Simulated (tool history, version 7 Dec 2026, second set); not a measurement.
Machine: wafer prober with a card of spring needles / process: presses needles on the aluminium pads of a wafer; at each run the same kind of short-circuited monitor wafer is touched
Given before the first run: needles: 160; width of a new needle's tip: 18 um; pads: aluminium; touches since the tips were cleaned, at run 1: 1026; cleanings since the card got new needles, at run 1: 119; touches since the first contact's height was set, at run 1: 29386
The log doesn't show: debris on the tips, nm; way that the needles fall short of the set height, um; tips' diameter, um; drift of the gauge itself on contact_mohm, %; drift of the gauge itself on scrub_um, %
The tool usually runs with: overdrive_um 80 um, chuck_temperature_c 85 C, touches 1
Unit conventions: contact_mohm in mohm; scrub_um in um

run,hour,overdrive_um,chuck_temperature_c,touches,touches since the tips were cleaned,cleanings since the card got new needles,touches since the first contact's height was set,contact_mohm,scrub_um
1,0.0,80,85,1,1026,119,29386,120,19.69
# hour 11.8: tips cleaned on abrasive film
# hour 26.5: tips cleaned on abrasive film
2,27.1,80,85,1,357,121,43471,120,19.75
# hour 41.4: tips cleaned on abrasive film
# hour 55.3: tips cleaned on abrasive film
3,58.7,80,85,3,1775,123,59876,120,19.79
# hour 69.8: tips cleaned on abrasive film
# hour 83.8: tips cleaned on abrasive film
# hour 98.8: tips cleaned on abrasive film
4,102.3,80,85,3,1839,126,82500,117,19.72
# hour 113.6: tips cleaned on abrasive film
# hour 128.1: tips cleaned on abrasive film
# hour 142.0: tips cleaned on abrasive film
5,151.1,80,85,1,4779,129,107870,117,19.72
# hour 154.3: tips cleaned on abrasive film
# hour 169.1: tips cleaned on abrasive film
6,172.5,80,85,1,1789,131,118918,119,19.79
# hour 181.6: tips cleaned on abrasive film
# hour 196.6: tips cleaned on abrasive film
# hour 211.3: tips cleaned on abrasive film
7,222.9,80,85,1,6100,134,145126,121,19.74
# hour 226.0: tips cleaned on abrasive film
# hour 239.9: tips cleaned on abrasive film
# hour 253.4: tips cleaned on abrasive film
# hour 268.2: tips cleaned on abrasive film
# hour 268.5: height of the first contact set anew
8,268.5,80,44,1,0,138,0,112,19.72
# hour 283.3: tips cleaned on abrasive film
# hour 296.6: tips cleaned on abrasive film
# hour 311.8: tips cleaned on abrasive film
9,312.5,80,44,1,400,141,22871,114,19.73
# hour 324.5: tips cleaned on abrasive film
10,336.5,98,96,1,6288,142,35354,118,24.13
# hour 339.6: tips cleaned on abrasive film
# hour 352.9: tips cleaned on abrasive film
# hour 368.1: tips cleaned on abrasive film
11,375.5,98,96,1,3885,145,55579,117,24.09
# hour 380.7: tips cleaned on abrasive film
# hour 395.0: tips cleaned on abrasive film
12,406.4,98,96,1,5981,147,71648,120,24.09
# hour 409.4: tips cleaned on abrasive film
# hour 422.0: tips cleaned on abrasive film
13,427.2,91,85,1,2667,149,82364,117,22.45
# hour 436.0: tips cleaned on abrasive film
# hour 451.0: tips cleaned on abrasive film
14,459.3,91,68,1,4335,151,99054,115,22.40

Measured minus without-hidden-state, run by run (identical run-to-run variation in each term; gauge scatter may differ):
run,scrub_um
1,+0.00
2,-0.01
3,-0.01
4,-0.02
5,-0.03
6,-0.03
7,-0.04
8,-0.04
9,-0.05
10,-0.07
11,-0.08
12,-0.08
13,-0.09
14,-0.09
contact_mohm: at most 1 mohm away from the measurement, every run.
